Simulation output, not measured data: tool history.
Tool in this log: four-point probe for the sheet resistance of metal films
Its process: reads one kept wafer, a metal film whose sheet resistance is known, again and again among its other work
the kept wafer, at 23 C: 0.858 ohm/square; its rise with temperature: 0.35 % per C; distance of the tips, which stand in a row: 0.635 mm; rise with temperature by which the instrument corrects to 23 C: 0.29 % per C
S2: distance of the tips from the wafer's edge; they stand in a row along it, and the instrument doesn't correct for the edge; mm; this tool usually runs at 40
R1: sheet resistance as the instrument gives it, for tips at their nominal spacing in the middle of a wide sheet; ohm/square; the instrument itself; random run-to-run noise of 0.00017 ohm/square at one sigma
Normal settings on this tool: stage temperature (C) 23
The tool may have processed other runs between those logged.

{"run": 1, "hour": 0.0, "stage temperature (C)": 23, "S2": 40, "R1": 0.861252}
{"run": 2, "hour": 15.8, "stage temperature (C)": 23, "S2": 40, "R1": 0.861656}
{"run": 3, "hour": 48.9, "stage temperature (C)": 23, "S2": 40, "R1": 0.861458}
{"run": 4, "hour": 84.5, "stage temperature (C)": 28, "S2": 40, "R1": 0.863856}
{"run": 5, "hour": 117.8, "stage temperature (C)": 28, "S2": 40, "R1": 0.863754}
{"run": 6, "hour": 136.2, "stage temperature (C)": 26, "S2": 40, "R1": 0.863374}
{"run": 7, "hour": 169.2, "stage temperature (C)": 25, "S2": 40, "R1": 0.862363}
{"run": 8, "hour": 187.0, "stage temperature (C)": 19, "S2": 40, "R1": 0.859228}
{"run": 9, "hour": 216.8, "stage temperature (C)": 23, "S2": 40, "R1": 0.861355}
{"run": 10, "hour": 241.7, "stage temperature (C)": 23, "S2": 40, "R1": 0.861395}
{"run": 11, "hour": 266.6, "stage temperature (C)": 33, "S2": 35, "R1": 0.86671}
{"run": 12, "hour": 288.2, "stage temperature (C)": 33, "S2": 35, "R1": 0.86649}
{"run": 13, "hour": 310.4, "stage temperature (C)": 19, "S2": 62, "R1": 0.859562}
{"run": 14, "hour": 328.7, "stage temperature (C)": 21, "S2": 68, "R1": 0.860317}
{"run": 15, "hour": 353.2, "stage temperature (C)": 20, "S2": 9, "R1": 0.862417}
{"run": 16, "hour": 373.3, "stage temperature (C)": 28, "S2": 5, "R1": 0.871386}
{"run": 17, "hour": 396.1, "stage temperature (C)": 18, "S2": 4, "R1": 0.870457}
{"run": 18, "hour": 431.7, "stage temperature (C)": 21, "S2": 3, "R1": 0.880883}
{"run": 19, "hour": 457.3, "stage temperature (C)": 21, "S2": 3, "R1": 0.88103}
{"run": 20, "hour": 480.3, "stage temperature (C)": 18, "S2": 4, "R1": 0.870571}

Some steps in R1 between neighbouring runs. How much of each would the tool show without its hidden state too (settings, what came in, random variation), and how much is left for the hidden state, with any gauge scatter that isn't in both results?
The tool's hidden condition here consists of: inner tips' distance over the nominal, %; tips' flats over new ones', %; wafer's true temperature over the reading, C; drift of the gauge itself on sheet_ohm, %.
Run 10 -> 11: stage temperature (C) 23 -> 33, S2 40 -> 35. R1 +0.005315 ohm/square: hidden state +0.000088, all else +0.005227.
Run 15 -> 16: stage temperature (C) 20 -> 28, S2 9 -> 5. R1 +0.008969 ohm/square: hidden state +0.000092, all else +0.008877.
Run 17 -> 18: stage temperature (C) 18 -> 21, S2 4 -> 3. R1 +0.010426 ohm/square: hidden state +0.000083, all else +0.010343.
Run 19 -> 20: stage temperature (C) 21 -> 18, S2 3 -> 4. R1 -0.010459 ohm/square: hidden state -0.000036, all else -0.010423.
